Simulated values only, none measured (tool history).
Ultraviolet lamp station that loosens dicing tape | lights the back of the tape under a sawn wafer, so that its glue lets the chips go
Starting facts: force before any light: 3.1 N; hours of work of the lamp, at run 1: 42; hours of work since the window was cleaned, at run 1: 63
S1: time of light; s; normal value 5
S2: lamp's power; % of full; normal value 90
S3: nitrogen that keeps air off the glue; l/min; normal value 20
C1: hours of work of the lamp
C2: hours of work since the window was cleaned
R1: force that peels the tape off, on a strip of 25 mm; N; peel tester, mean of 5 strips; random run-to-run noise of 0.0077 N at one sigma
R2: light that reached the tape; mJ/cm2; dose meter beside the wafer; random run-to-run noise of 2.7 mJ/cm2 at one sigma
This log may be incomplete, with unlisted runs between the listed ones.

run 1 hour=0.0 | S1=5 S2=90 S3=20 | C1=42 C2=63 | R1=0.312 R2=347
run 2 hour=9.4 | S1=5 S2=90 S3=20 | C1=46 C2=68 | R1=0.311 R2=344
run 3 hour=16.7 | S1=5 S2=90 S3=20 | C1=49 C2=71 | R1=0.314 R2=342
run 4 hour=26.3 | S1=5 S2=90 S3=20 | C1=54 C2=76 | R1=0.321 R2=344
run 5 hour=34.4 | S1=6 S2=90 S3=20 | C1=58 C2=79 | R1=0.246 R2=410
run 6 hour=39.9 | S1=5 S2=90 S3=20 | C1=60 C2=82 | R1=0.307 R2=347
run 7 hour=48.4 | S1=5 S2=90 S3=11 | C1=64 C2=86 | R1=0.449 R2=341
run 8 hour=57.1 | S1=5 S2=90 S3=20 | C1=68 C2=90 | R1=0.325 R2=341
run 9 hour=64.0 | S1=5 S2=61 S3=20 | C1=71 C2=93 | R1=0.585 R2=225
run 10 hour=72.9 | S1=5 S2=61 S3=20 | C1=76 C2=97 | R1=0.575 R2=233
run 11 hour=82.6 | S1=5 S2=61 S3=20 | C1=80 C2=102 | R1=0.593 R2=233
run 12 hour=93.1 | S1=5 S2=61 S3=20 | C1=85 C2=107 | R1=0.569 R2=230
-- hour=94.6 window cleaned of glue's vapour
run 13 hour=98.5 | S1=5 S2=61 S3=20 | C1=87 C2=2 | R1=0.571 R2=229
run 14 hour=109.9 | S1=5 S2=80 S3=15 | C1=92 C2=7 | R1=0.441 R2=297
run 15 hour=116.9 | S1=5 S2=80 S3=15 | C1=96 C2=10 | R1=0.472 R2=289
-- hour=123.7 window cleaned of glue's vapour, once more
run 16 hour=128.6 | S1=5 S2=80 S3=15 | C1=101 C2=2 | R1=0.418 R2=310
run 17 hour=136.9 | S1=2 S2=80 S3=21 | C1=105 C2=6 | R1=1.176 R2=122
run 18 hour=145.6 | S1=2 S2=86 S3=17 | C1=109 C2=10 | R1=1.182 R2=131
run 19 hour=151.4 | S1=6 S2=90 S3=20 | C1=111 C2=13 | R1=0.251 R2=415
run 20 hour=159.5 | S1=6 S2=95 S3=20 | C1=115 C2=17 | R1=0.234 R2=436

How the hidden state differs across the entries between the runs, from the last listed run before each to the first after it:
Run 12 -> run 13: window cleaned of glue's vapour (hour 94.6)
  lamp's light, % of a new lamp's: 95.9 -> 95.8; light that the window lets through, % of a clean one's: 96.9 -> 96.2
  measured result minus the result with no hidden state, R1: +0.058 -> +0.063 N; R2: -18 -> -20 mJ/cm2
Run 15 -> run 16: window cleaned of glue's vapour, once more (hour 123.7)
  lamp's light, % of a new lamp's: 95.5 -> 95.3; light that the window lets through, % of a clean one's: 95.9 -> 99.9
  measured result minus the result with no hidden state, R1: +0.059 -> +0.030 N; R2: -27 -> -16 mJ/cm2
